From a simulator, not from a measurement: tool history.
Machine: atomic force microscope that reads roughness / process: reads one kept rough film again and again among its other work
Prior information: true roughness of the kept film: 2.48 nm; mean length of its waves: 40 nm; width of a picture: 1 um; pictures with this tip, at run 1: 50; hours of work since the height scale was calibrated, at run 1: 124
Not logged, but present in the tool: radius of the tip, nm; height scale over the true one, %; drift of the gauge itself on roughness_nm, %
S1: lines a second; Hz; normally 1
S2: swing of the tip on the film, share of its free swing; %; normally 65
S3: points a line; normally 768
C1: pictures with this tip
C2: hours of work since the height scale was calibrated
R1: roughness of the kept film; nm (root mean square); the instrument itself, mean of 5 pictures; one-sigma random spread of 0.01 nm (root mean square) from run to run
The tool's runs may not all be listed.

Run 1, hour 0: usual settings; C1 50; C2 124. Result: R1 2.244 nm (root mean square).
Run 2, hour 11.7: usual settings; C1 70; C2 131. Result: R1 2.214 nm (root mean square).
Run 3, hour 19.6: usual settings; C1 83; C2 136. Result: R1 2.201 nm (root mean square).
Run 4, hour 27.5: usual settings but S1 0.97 Hz; C1 96; C2 141. Result: R1 2.187 nm (root mean square).
Run 5, hour 40.6: usual settings but S1 0.97 Hz; C1 119; C2 149. Result: R1 2.153 nm (root mean square).
Run 6, hour 52.9: usual settings but S1 0.97 Hz; C1 140; C2 157. Result: R1 2.146 nm (root mean square).
Run 7, hour 68.4: usual settings but S1 0.97 Hz; C1 166; C2 167. Result: R1 2.105 nm (root mean square).
At hour 78.6: new tip fitted.
Run 8, hour 84.1: usual settings but S1 0.97 Hz; C1 9; C2 176. Result: R1 2.282 nm (root mean square).
Run 9, hour 96.3: usual settings but S1 0.97 Hz; C1 30; C2 184. Result: R1 2.256 nm (root mean square).
Run 10, hour 104.3: usual settings but S1 0.97 Hz; C1 43; C2 189. Result: R1 2.243 nm (root mean square).
Run 11, hour 115.2: usual settings but S2 84 %; C1 62; C2 196. Result: R1 2.16 nm (root mean square).
Run 12, hour 125.6: usual settings but S2 84 %; C1 80; C2 202. Result: R1 2.149 nm (root mean square).
Run 13, hour 141.3: usual settings but S2 84 %; C1 106; C2 212. Result: R1 2.098 nm (root mean square).
Run 14, hour 156.6: usual settings but S2 84 %; C1 132; C2 222. Result: R1 2.085 nm (root mean square).
Run 15, hour 168.4: usual settings but S2 84 %; C1 152; C2 229. Result: R1 2.072 nm (root mean square).
Run 16, hour 178.4: usual settings but S2 84 %; C1 170; C2 236. Result: R1 2.048 nm (root mean square).
At hour 186.1: new tip fitted.
Run 17, hour 190: usual settings but S3 399; C1 6; C2 243. Result: R1 2.262 nm (root mean square).
Run 18, hour 202.6: usual settings but S3 399; C1 28; C2 251. Result: R1 2.243 nm (root mean square).
Run 19, hour 210.7: usual settings but S3 399; C1 42; C2 256. Result: R1 2.227 nm (root mean square).
Run 20, hour 218.5: usual settings but S3 399; C1 55; C2 261. Result: R1 2.214 nm (root mean square).
Run 21, hour 232.9: usual settings but S3 437; C1 79; C2 270. Result: R1 2.182 nm (root mean square).
Run 22, hour 245.3: usual settings but S1 1.19 Hz, S3 369; C1 101; C2 278. Result: R1 2.162 nm (root mean square).
Run 23, hour 254.4: usual settings but S1 0.82 Hz, S2 86 %, S3 369; C1 116; C2 283. Result: R1 2.098 nm (root mean square).
Run 24, hour 263.6: usual settings but S1 0.82 Hz, S2 87 %, S3 967; C1 132; C2 289. Result: R1 2.105 nm (root mean square).
Run 25, hour 272.6: usual settings but S1 0.82 Hz, S2 87 %, S3 967; C1 147; C2 295. Result: R1 2.075 nm (root mean square).
Run 26, hour 285.6: usual settings but S1 0.82 Hz, S2 87 %, S3 967; C1 169; C2 303. Result: R1 2.058 nm (root mean square).
At hour 293: new tip fitted.
Run 27, hour 295.6: usual settings but S1 0.82 Hz, S2 87 %, S3 967; C1 4; C2 309. Result: R1 2.223 nm (root mean square).
Run 28, hour 307.4: usual settings but S1 0.82 Hz, S2 87 %, S3 967; C1 24; C2 316. Result: R1 2.214 nm (root mean square).
At hour 309.7: height scale calibrated on a step standard.
Run 29, hour 317.5: usual settings but S2 69 %; C1 40; C2 5. Result: R1 2.225 nm (root mean square).
Run 30, hour 326.3: usual settings but S2 69 %; C1 55; C2 10. Result: R1 2.209 nm (root mean square).
At hour 334.9: height scale calibrated on a step standard, once more.
Run 31, hour 341.9: usual settings but S2 81 %, S3 272; C1 80; C2 4. Result: R1 2.149 nm (root mean square).
Run 32, hour 351.5: usual settings but S2 81 %, S3 272; C1 96; C2 10. Result: R1 2.133 nm (root mean square).
Run 33, hour 365: usual settings but S1 0.79 Hz, S2 77 %, S3 272; C1 119; C2 19. Result: R1 2.139 nm (root mean square).
Run 34, hour 372: usual settings but S1 0.79 Hz, S2 77 %, S3 272; C1 131; C2 23. Result: R1 2.146 nm (root mean square).
Run 35, hour 381.5: usual settings but S1 0.79 Hz, S2 77 %, S3 272; C1 147; C2 29. Result: R1 2.112 nm (root mean square).
Run 36, hour 394.8: usual settings but S1 0.79 Hz, S2 77 %, S3 381; C1 170; C2 38. Result: R1 2.079 nm (root mean square).
At hour 402.7: new tip fitted.
Run 37, hour 405.2: usual settings but S1 0.79 Hz, S2 77 %, S3 381; C1 5; C2 44. Result: R1 2.266 nm (root mean square).
Run 38, hour 415.6: usual settings but S2 73 %, S3 361; C1 22; C2 50. Result: R1 2.244 nm (root mean square).
Run 39, hour 423.4: usual settings but S1 3.12 Hz, S3 401; C1 36; C2 55. Result: R1 2.175 nm (root mean square).
Run 40, hour 436.8: usual settings but S1 2.76 Hz, S2 64 %, S3 916; C1 58; C2 64. Result: R1 2.176 nm (root mean square).
Run 41, hour 444.3: usual settings but S1 2.76 Hz, S2 64 %, S3 916; C1 71; C2 69. Result: R1 2.163 nm (root mean square).
Run 42, hour 457.2: usual settings but S2 87 %, S3 817; C1 93; C2 77. Result: R1 2.124 nm (root mean square).

Here are 5 independent what-if runs from the current tool condition. What would each one return?
Run A, hour 469.7: usual settings but S1 2.11 Hz, S2 71 %, S3 471; C1 114; C2 85. Result: R1 ?.
Run B, hour 469.7: usual settings but S3 326; C1 114; C2 85. Result: R1 ?.
Run C, hour 469.7: usual settings but S3 388; C1 114; C2 85. Result: R1 ?.
Run D, hour 469.7: usual settings but S1 2.59 Hz, S3 789; C1 114; C2 85. Result: R1 ?.
Run E, hour 469.7: usual settings but S2 62 %, S3 975; C1 114; C2 85. Result: R1 ?.

run     R1
  A  2.102
  B  2.161
  C  2.158
  D  2.109
  E  2.167
Without the tool's unlogged condition, the same runs would have read:
run     R1
  A  2.229
  B  2.292
  C  2.288
  D  2.237
  E  2.298
